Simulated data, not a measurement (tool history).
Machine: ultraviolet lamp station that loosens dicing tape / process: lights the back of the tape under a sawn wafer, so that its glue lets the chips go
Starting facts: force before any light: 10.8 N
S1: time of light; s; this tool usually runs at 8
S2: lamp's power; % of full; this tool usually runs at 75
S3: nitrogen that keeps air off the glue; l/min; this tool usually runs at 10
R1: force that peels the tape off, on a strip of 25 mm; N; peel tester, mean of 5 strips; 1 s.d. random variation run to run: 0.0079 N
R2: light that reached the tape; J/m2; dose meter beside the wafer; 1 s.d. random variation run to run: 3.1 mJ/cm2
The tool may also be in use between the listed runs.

{"run": 1, "hour": 0.0, "S1": 8, "S2": 75, "S3": 10, "R1": 0.521, "R2": 3490}
{"run": 2, "hour": 26.2, "S1": 8, "S2": 75, "S3": 8, "R1": 0.625, "R2": 3490}
{"hour": 42.5, "done": "window cleaned of glue's vapour"}
{"run": 3, "hour": 55.4, "S1": 8, "S2": 75, "S3": 8, "R1": 0.648, "R2": 3320}
{"run": 4, "hour": 77.6, "S1": 8, "S2": 75, "S3": 8, "R1": 0.688, "R2": 3310}
{"run": 5, "hour": 100.4, "S1": 7, "S2": 75, "S3": 10, "R1": 0.813, "R2": 2830}
{"run": 6, "hour": 119.9, "S1": 7, "S2": 75, "S3": 10, "R1": 0.823, "R2": 2860}
{"run": 7, "hour": 148.2, "S1": 7, "S2": 75, "S3": 10, "R1": 0.855, "R2": 2810}
{"hour": 156.5, "done": "window cleaned of glue's vapour, once more"}
{"run": 8, "hour": 174.1, "S1": 7, "S2": 65, "S3": 11, "R1": 0.698, "R2": 3030}
{"run": 9, "hour": 190.0, "S1": 6, "S2": 60, "S3": 12, "R1": 1.113, "R2": 2370}
{"run": 10, "hour": 210.8, "S1": 6, "S2": 60, "S3": 16, "R1": 0.982, "R2": 2380}
{"run": 11, "hour": 226.5, "S1": 8, "S2": 73, "S3": 10, "R1": 0.433, "R2": 3810}
{"run": 12, "hour": 245.3, "S1": 11, "S2": 75, "S3": 10, "R1": 0.248, "R2": 5310}
{"run": 13, "hour": 267.1, "S1": 8, "S2": 75, "S3": 7, "R1": 0.526, "R2": 3840}

Selected run-to-run steps in R1, each split into two signed amounts: the part the tool would show with no hidden state at all (from settings, incoming material and random variation), and the remainder, which goes to the hidden state together with any gauge scatter not common to the measured and the hidden-state-free results:
Hidden state present: lamp's light, % of a new lamp's; light that the window lets through, % of a clean one's; drift of the gauge itself on peel_n, %; drift of the gauge itself on dose_mj_cm2, %.
Run 7 -> 8: S2 75 -> 65, S3 10 -> 11, window cleaned of glue's vapour, once more. R1 -0.157 N: hidden state -0.274, all else +0.117.
Run 10 -> 11: S1 6 -> 8, S2 60 -> 73, S3 16 -> 10. R1 -0.549 N: hidden state -0.173, all else -0.376.

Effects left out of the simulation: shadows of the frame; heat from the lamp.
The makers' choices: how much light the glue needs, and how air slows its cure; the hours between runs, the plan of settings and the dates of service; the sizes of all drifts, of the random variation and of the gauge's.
